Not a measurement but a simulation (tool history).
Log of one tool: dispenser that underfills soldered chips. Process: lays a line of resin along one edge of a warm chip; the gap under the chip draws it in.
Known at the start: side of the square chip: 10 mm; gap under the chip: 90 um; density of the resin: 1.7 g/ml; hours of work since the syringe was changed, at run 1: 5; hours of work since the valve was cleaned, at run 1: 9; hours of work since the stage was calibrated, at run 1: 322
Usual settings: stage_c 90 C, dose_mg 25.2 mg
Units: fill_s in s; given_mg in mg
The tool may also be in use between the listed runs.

run    day  stage_c  dose_mg  hours of work since the syringe was changed  hours of work since the valve was cleaned  hours of work since the stage was calibrated  fill_s  given_mg
  1  0.000       90     25.2                                            5                                          9                                           322    33.6     24.93
     0.200  -- new syringe of resin
  2  0.571       90     25.2                                            6                                         19                                           331    35.9     25.03
     0.704  -- new syringe of resin
  3  1.142       90     29.9                                            8                                         28                                           341    37.0     29.48
     1.204  -- new syringe of resin
  4  1.425       90     29.9                                            4                                         33                                           345    30.4     29.30
     1.704  -- new syringe of resin
  5  2.046       90     21.8                                            6                                         43                                           356    36.5     21.26
     2.196  -- new syringe of resin
     2.312  -- dispensing valve cleaned and set on the balance
  6  2.421       90     25.2                                            3                                          2                                           361    30.7     25.06
     2.729  -- new syringe of resin
  7  2.917       90     25.2                                            3                                         10                                           370    30.3     25.01
     3.221  -- new syringe of resin
  8  3.275       90     25.2                                            1                                         16                                           376    27.2     24.97
  9  3.542       90     25.2                                            6                                         21                                           380    34.4     24.91
     3.721  -- new syringe of resin
 10  3.992       90     29.9                                            5                                         28                                           388    32.4     29.55
     4.212  -- new syringe of resin
 11  4.350       90     23.5                                            2                                         34                                           394    29.7     23.05
 12  4.625       90     23.5                                            7                                         39                                           399    37.8     22.79
     4.729  -- new syringe of resin
 13  4.958       90     23.5                                            4                                         44                                           404    32.2     22.85
     5.142  -- dispensing valve cleaned and set on the balance
     5.271  -- new syringe of resin
 14  5.575       90     23.5                                            5                                          7                                           414    35.3     23.22
     5.754  -- new syringe of resin
 15  6.108       90     23.5                                            6                                         16                                           423    35.9     23.35
     6.275  -- new syringe of resin
 16  6.588       90     23.5                                            5                                         24                                           431    34.3     23.08
     6.762  -- new syringe of resin
 17  6.917      104     26.2                                            3                                         30                                           436    18.2     25.71
     7.262  -- new syringe of resin
 18  7.558      104     26.2                                            5                                         41                                           447    19.4     25.54

Run 19 comes next. What will it give?
     7.754  -- new syringe of resin
     7.975  -- dispensing valve cleaned and set on the balance
 19  8.242       91     24.6                                            8                                          5                                           458       ?         ?

{"run 19": {"fill_s": 37.5, "given_mg": 24.58}}
Without the tool's hidden state the same run would have given fill_s 24.4 s, given_mg 24.59 mg.

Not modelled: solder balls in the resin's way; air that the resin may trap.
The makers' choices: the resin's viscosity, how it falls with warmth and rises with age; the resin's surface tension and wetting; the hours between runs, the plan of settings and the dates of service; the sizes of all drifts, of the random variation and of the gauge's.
